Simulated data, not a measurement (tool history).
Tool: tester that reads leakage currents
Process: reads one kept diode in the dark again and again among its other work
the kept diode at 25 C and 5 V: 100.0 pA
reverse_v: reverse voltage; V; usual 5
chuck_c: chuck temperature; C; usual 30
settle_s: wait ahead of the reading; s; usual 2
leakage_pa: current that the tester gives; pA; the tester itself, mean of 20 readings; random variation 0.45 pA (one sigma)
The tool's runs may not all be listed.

run   hour  reverse_v  chuck_c  settle_s  leakage_pa
  1      0          5       30         2      154.74
  2   15.5          5       30         2      154.84
  3   31.2          5       30         2      155.13
  4   50.5          5       60         2     1234.29
  5   79.4          5       30      0.99       155.1
  6  112.8       3.17       30         2      124.36
  7  140.4       3.17       30         2      123.83
  8    171          5       30         2      156.83
  9  199.9          5       30         2      156.46
 10  234.1          5       30      2.96      158.07
 11  255.7       9.17       30      2.96      212.15
 12  288.1       9.17       30      2.96       215.9
 13  312.6       9.17       30      2.96      215.56
 14  339.7       9.17       30      2.96      215.51
 15  361.4       9.17       30      2.96       215.6
 16  386.9       9.17       30      2.96      215.79
 17  412.6          5       30      1.13      160.37
 18  439.2       1.51       30         2       87.55
 19  466.3       1.51       30         2       87.36
 20  486.6       1.85       30         2       96.98
 21  500.7      15.05       50      7.38      1150.8
 22  523.5      15.05       50      7.38     1148.26
 23    549       6.93       30      4.68      190.08
 24  581.3      11.31       51      1.98     1071.55
 25    613          5       30      2.21      160.94
 26  638.1          5       24      0.66      104.55
 27  654.1          5       24      0.66      104.11
 28  670.7          5       30      1.93      163.22
 29  700.9          5       30      0.82      163.61
 30  729.6       1.16       41         2      174.75

Forecast each of these 4 alternatives for the next run:
  A   745       1.16       41      4.93           ?
  B   745       1.16       22         2           ?
  C   745      12.43       41         2           ?
  D   745      19.23       41      2.08           ?

run  leakage_pa
  A      175.27
  B       42.16
  C      573.99
  D      717.98
Without the tool's hidden state the same runs would have given:
run  leakage_pa
  A      162.67
  B       38.17
  C      526.85
  D      656.44
